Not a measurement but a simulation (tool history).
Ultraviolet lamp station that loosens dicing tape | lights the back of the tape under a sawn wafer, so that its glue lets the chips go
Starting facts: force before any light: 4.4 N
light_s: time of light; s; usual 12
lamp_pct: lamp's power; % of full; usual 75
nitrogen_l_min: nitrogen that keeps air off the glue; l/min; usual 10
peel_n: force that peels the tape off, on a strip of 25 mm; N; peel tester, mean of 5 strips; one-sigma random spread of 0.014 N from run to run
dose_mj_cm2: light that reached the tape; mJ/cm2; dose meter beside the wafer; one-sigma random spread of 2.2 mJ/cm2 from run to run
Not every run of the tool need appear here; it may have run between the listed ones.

run 1 day=0.000 | light_s=12 lamp_pct=75 nitrogen_l_min=10 | peel_n=0.653 dose_mj_cm2=199
run 2 day=0.471 | light_s=12 lamp_pct=75 nitrogen_l_min=10 | peel_n=0.656 dose_mj_cm2=205
run 3 day=0.833 | light_s=12 lamp_pct=75 nitrogen_l_min=10 | peel_n=0.678 dose_mj_cm2=203
run 4 day=1.096 | light_s=12 lamp_pct=75 nitrogen_l_min=10 | peel_n=0.663 dose_mj_cm2=205
run 5 day=1.442 | light_s=11 lamp_pct=75 nitrogen_l_min=10 | peel_n=0.775 dose_mj_cm2=187
run 6 day=1.667 | light_s=11 lamp_pct=75 nitrogen_l_min=10 | peel_n=0.781 dose_mj_cm2=186
run 7 day=1.958 | light_s=12 lamp_pct=75 nitrogen_l_min=10 | peel_n=0.682 dose_mj_cm2=200
run 8 day=2.362 | light_s=12 lamp_pct=81 nitrogen_l_min=10 | peel_n=0.586 dose_mj_cm2=218
run 9 day=2.829 | light_s=13 lamp_pct=90 nitrogen_l_min=12 | peel_n=0.401 dose_mj_cm2=264
run 10 day=3.312 | light_s=8 lamp_pct=90 nitrogen_l_min=15 | peel_n=0.755 dose_mj_cm2=159

Run 11 has not been measured yet. What should we expect?
run 11 day=3.625 | light_s=9 lamp_pct=70 nitrogen_l_min=12 | peel_n=? dose_mj_cm2=?

Logged for run 11: peel_n 1.058 N, dose_mj_cm2 140 mJ/cm2.
If the tool had no hidden condition, the same run with the same run-to-run variation would have returned peel_n 1.057 N, dose_mj_cm2 140 mJ/cm2.
